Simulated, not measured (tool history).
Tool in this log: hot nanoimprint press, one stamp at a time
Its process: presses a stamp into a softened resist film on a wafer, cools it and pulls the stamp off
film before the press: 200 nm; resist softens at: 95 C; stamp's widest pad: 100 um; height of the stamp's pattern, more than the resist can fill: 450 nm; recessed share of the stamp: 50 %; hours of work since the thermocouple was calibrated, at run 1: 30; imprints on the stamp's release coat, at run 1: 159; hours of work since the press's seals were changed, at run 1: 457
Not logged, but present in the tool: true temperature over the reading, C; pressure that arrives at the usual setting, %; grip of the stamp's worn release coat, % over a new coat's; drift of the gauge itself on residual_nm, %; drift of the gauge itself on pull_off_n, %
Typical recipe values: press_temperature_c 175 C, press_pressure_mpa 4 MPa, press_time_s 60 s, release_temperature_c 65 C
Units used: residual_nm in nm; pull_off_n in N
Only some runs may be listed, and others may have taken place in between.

run,hour,press_temperature_c,press_pressure_mpa,press_time_s,release_temperature_c,hours of work since the thermocouple was calibrated,imprints on the stamp's release coat,hours of work since the press's seals were changed,residual_nm,pull_off_n
1,0,175,4,60,65,30,159,457,92.7,219
2,15.8,175,4,60,65,40,213,468,92.5,217
3,35.3,175,4,60,65,52,281,480,92.8,220
4,53.7,175,4,60,65,64,345,492,92.5,221
5,76.9,175,4,60,65,79,425,507,92.5,225
6,93.1,175,4,60,65,89,481,517,92,220
7,114.1,175,4,60,65,103,553,531,92.2,226
8,134,175,4,60,51,116,622,543,92.2,319
# hour 138.5: plate thermocouple calibrated
9,150.5,175,4,60,65,8,669,552,92,231
10,166.2,179,5.27,60,68,18,723,562,71.3,208
11,183.3,167,2.55,60,58,29,782,573,135.3,290
12,205.5,167,2.55,60,58,43,859,587,135.3,281
13,222.1,167,2.55,60,58,54,917,598,134.9,288
14,236.5,186,4.06,60,71,63,966,607,66.2,203
15,256.6,186,4.06,60,71,76,1035,620,65.8,200
# hour 270.9: plate thermocouple calibrated, once more
16,283.9,186,4.06,60,71,8,1120,636,66.7,210
17,307.1,186,5.45,60,71,23,1200,651,57.5,212
18,328.7,179,5.45,60,63,37,1275,665,70.7,276

Table of differences, measured result less the result of that run with no hidden state. Run-to-run variation is the same in both. Gauge scatter possibly is not:
run,residual_nm,pull_off_n
1,+1,+8
2,+0.9,+9
3,+0.8,+12
4,+0.7,+14
5,+0.6,+18
6,+0.5,+19
7,+0.4,+22
8,+0.3,+34
9,+0,+26
10,+0.1,+24
11,-0.5,+37
12,-0.6,+39
13,-0.8,+42
14,-0.2,+30
15,-0.3,+32
16,+0.5,+37
17,+0.5,+40
18,+0.5,+55
